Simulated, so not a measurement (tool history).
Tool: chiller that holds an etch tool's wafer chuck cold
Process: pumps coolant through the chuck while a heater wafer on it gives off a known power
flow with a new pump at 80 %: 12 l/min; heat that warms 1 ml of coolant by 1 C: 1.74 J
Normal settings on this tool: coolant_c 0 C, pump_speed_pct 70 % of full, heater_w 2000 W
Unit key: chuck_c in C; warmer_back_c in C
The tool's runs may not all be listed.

run,hour,coolant_c,pump_speed_pct,heater_w,chuck_c,warmer_back_c
1,0,0,70,2000,17.7,6.68
2,66,0,70,2396,21.3,7.99
3,112,0,65,2000,19.2,7.17
4,189.6,0,65,2000,19,7.19
5,245,0,65,2000,19,7.23
6,296.8,0,70,1170,10.6,3.8
7,369,0,70,1170,10.5,3.87
8,409.1,0,70,2000,17.9,6.57
9,492.2,0,70,2000,17.7,6.5
10,531.5,0,70,1878,16.8,6.1
11,624.8,0,70,1878,16.6,6.15
12,700.1,0,70,1878,16.6,6.15
13,754.6,0,68,2476,22.5,8.36
14,803.2,0,78,1418,11.2,3.99
15,892,0,78,1418,11.2,3.96
16,952.5,2,78,1670,15.4,4.66
17,1001.5,2,78,1670,15.4,4.66
18,1050.8,2,78,2741,24.1,7.92
19,1135.4,9,99,2000,21.9,4.25
# hour 1167.4: gauge calibrated
20,1195.6,9,99,2000,21.9,4.5
21,1241.6,2,61,2508,27.3,9.8

Estimate the outcome of run 22 from the log above:
22,1334.9,-2,97,2147,?,?

Run 22 produced chuck_c 12.1 C, warmer_back_c 4.85 C.
With no hidden state in the tool, this same run would have given chuck_c 12.1 C, warmer_back_c 4.89 C.
